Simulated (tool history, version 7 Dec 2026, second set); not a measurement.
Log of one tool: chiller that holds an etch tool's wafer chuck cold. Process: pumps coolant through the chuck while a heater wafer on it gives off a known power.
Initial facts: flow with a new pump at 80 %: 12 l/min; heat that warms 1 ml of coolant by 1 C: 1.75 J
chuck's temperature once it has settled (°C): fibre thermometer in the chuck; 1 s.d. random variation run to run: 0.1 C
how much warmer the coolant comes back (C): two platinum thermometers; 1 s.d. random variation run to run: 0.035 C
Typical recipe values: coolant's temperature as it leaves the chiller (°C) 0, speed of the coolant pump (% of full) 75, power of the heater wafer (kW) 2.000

run,hour,coolant's temperature as it leaves the chiller (°C),speed of the coolant pump (% of full),power of the heater wafer (kW),chuck's temperature once it has settled (°C),how much warmer the coolant comes back (C)
1,0.0,0,75,2.000,17.7,6.32
2,70.0,0,66,2.000,19.3,7.25
3,112.8,0,66,2.000,19.2,7.27
4,188.5,0,66,2.000,19.4,7.30
5,233.7,0,75,2.000,17.8,6.39
6,285.9,0,75,2.000,18.0,6.37
7,317.0,0,75,2.038,18.4,6.52
8,391.0,0,75,2.038,18.4,6.55
9,441.8,0,75,2.038,18.3,6.58
10,474.8,-3,75,1.250,8.6,4.03
11,546.0,-8,66,1.153,3.7,4.30

Branching from run 11: 3 alternative next runs. What would each branch give?
A,606.9,0,75,1.039,?,?
B,606.9,5,86,1.781,?,?
C,606.9,0,73,2.516,?,?

run,chuck's temperature once it has settled (°C),how much warmer the coolant comes back (C)
A,9.9,3.32
B,20.1,5.02
C,23.3,8.30
Stripped of hidden state, with their random variation kept, the same runs would have yielded:
run,chuck's temperature once it has settled (°C),how much warmer the coolant comes back (C)
A,8.5,3.15
B,18.3,4.76
C,20.7,7.87
